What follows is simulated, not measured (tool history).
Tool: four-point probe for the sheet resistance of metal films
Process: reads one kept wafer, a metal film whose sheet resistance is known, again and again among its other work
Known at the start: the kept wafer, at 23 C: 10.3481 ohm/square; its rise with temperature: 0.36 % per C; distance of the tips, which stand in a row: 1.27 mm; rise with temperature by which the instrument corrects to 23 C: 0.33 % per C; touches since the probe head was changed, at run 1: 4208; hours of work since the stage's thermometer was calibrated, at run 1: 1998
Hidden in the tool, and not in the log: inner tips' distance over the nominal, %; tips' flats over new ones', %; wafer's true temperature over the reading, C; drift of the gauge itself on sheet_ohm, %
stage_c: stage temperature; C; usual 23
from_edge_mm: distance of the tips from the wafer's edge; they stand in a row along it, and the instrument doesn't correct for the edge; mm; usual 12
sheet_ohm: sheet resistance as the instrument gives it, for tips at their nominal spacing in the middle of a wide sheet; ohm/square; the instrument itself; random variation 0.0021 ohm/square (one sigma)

run,hour,stage_c,from_edge_mm,touches since the probe head was changed,hours of work since the stage's thermometer was calibrated,sheet_ohm
1,0,23,12,4208,1998,10.404157
# hour 29.1: stage's thermometer calibrated
2,30.2,23,12,4737,1,10.420794
3,56.4,20,12,5204,18,10.410878
4,89.7,23,34,5797,39,10.363533
5,111.6,23,34,6187,53,10.364796
6,144.1,23,34,6765,74,10.366701
7,160.7,23,34,7061,84,10.363033
8,191,23,34,7601,104,10.363505
9,206.2,33,12,7871,114,10.444597
10,243.4,33,16,8534,137,10.418853
11,270,22,12,9008,154,10.413793
12,292.8,23,12,9414,169,10.418579
13,308.4,25,44,9691,179,10.365933
14,338.7,20,10,10231,198,10.43726
15,373.3,26,21,10848,221,10.383075
16,407.6,26,21,11458,243,10.387363
17,432.1,34,5,11895,258,10.734085
18,462,21,10,12427,278,10.438445
19,496.1,21,10,13034,299,10.439163
20,530.2,23,15,13642,321,10.39645
21,560.3,33,9,14178,341,10.494857
22,585.7,19,5,14631,357,10.691231
23,600.9,30,5,14900,367,10.720675

Forecast each of these 5 alternatives for the next run:
A,633.1,26,9,15475,387,?
B,633.1,28,23,15475,387,?
C,633.1,22,34,15475,387,?
D,633.1,23,5,15475,387,?
E,633.1,27,18,15475,387,?

run,sheet_ohm
A,10.470832
B,10.384552
C,10.363503
D,10.703223
E,10.393682
Without the tool's hidden state the same runs would have given:
run,sheet_ohm
A,10.463319
B,10.37706
C,10.356124
D,10.695617
E,10.386201
